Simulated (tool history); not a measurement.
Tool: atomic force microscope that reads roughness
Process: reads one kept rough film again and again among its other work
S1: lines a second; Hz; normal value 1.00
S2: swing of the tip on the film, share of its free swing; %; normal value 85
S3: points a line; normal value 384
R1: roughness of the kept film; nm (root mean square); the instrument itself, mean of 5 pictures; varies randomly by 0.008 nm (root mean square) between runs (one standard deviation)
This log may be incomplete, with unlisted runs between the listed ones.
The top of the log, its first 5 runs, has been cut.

run,day,S1,S2,S3,R1
6,4.871,1.00,85,600,1.693
7,5.833,1.00,58,600,1.721
8,7.158,1.00,58,600,1.681
9,8.042,1.00,58,373,1.685
10,9.075,1.00,58,373,1.648
11,9.717,1.00,58,373,1.636
12,10.846,1.00,58,373,1.618
13,11.962,1.00,58,373,1.596
# day 12.383: new tip fitted
14,13.254,1.00,58,373,1.757
15,14.104,1.00,58,373,1.744
16,15.438,1.00,58,373,1.703
17,16.267,1.00,85,384,1.629
18,17.167,1.00,85,384,1.620
19,18.388,0.91,85,410,1.624
20,19.292,1.53,56,410,1.633
21,20.383,1.53,56,410,1.626

Run 22 is up next; what results do you expect?
22,21.696,1.10,56,726,?

For run 22 the tool returned R1 1.605 nm (root mean square).
With no hidden state in the tool, this same run would have given R1 1.790 nm (root mean square).
